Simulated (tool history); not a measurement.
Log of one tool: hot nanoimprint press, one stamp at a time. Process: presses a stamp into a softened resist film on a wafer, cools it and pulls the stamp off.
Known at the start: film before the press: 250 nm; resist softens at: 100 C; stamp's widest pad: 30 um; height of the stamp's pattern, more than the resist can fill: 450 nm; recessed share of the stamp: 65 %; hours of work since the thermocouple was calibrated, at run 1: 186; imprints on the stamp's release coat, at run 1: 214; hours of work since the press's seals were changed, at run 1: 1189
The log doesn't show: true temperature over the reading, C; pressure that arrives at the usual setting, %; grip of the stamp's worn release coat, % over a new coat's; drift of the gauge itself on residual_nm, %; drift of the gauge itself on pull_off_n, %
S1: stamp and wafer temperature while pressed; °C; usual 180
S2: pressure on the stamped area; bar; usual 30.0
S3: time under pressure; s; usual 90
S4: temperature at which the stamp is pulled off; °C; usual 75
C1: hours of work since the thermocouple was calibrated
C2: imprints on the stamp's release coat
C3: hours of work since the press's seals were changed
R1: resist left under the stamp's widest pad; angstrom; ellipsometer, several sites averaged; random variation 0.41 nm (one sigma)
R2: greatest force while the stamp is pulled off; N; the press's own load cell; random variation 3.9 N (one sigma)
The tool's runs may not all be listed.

run	hour	S1	S2	S3	S4	C1	C2	C3	R1	R2
1	0.0	180	30.0	90	75	186	214	1189	996	249
2	33.2	180	30.0	90	75	203	269	1206	1004	238
# hour 47.2: press's hydraulic seals changed and the load cell set to zero
3	100.7	180	47.5	90	75	233	369	27	795	250
# hour 145.8: plate thermocouple calibrated
4	147.4	180	47.5	90	75	1	442	49	810	263
5	182.5	180	47.5	90	75	18	501	67	814	264
# hour 238.6: stamp cleaned and given a new release coat
6	251.9	180	47.5	90	75	50	22	99	810	229
7	305.6	180	47.5	90	75	77	112	126	816	238
8	346.4	180	47.5	90	75	98	180	146	816	246
9	407.6	180	47.5	90	75	129	282	177	822	240
# hour 419.5: plate thermocouple calibrated, once more
10	476.2	180	47.5	90	75	29	392	210	779	250
11	540.6	180	47.5	90	75	61	500	243	785	257
# hour 599.8: stamp cleaned and given a new release coat
12	608.5	180	47.5	90	75	92	14	274	783	227
13	666.9	180	47.5	90	75	122	112	303	793	235
14	701.9	180	47.5	90	75	139	170	321	800	233
15	762.2	180	47.5	90	75	170	271	351	798	252
16	810.1	177	22.7	90	75	194	351	375	1266	246
17	854.1	178	22.7	90	65	216	425	397	1212	289
18	913.3	172	19.4	65	69	246	524	427	1780	281

Forecast run 19:
# hour 936.8: plate thermocouple calibrated
# hour 958.8: stamp cleaned and given a new release coat
19	960.2	180	24.6	98	62	9	2	446	?	?

Run 19 gave R1 1015 angstrom, R2 267 N.
Without the tool's hidden state the same run would have given R1 1013 angstrom, R2 266 N.

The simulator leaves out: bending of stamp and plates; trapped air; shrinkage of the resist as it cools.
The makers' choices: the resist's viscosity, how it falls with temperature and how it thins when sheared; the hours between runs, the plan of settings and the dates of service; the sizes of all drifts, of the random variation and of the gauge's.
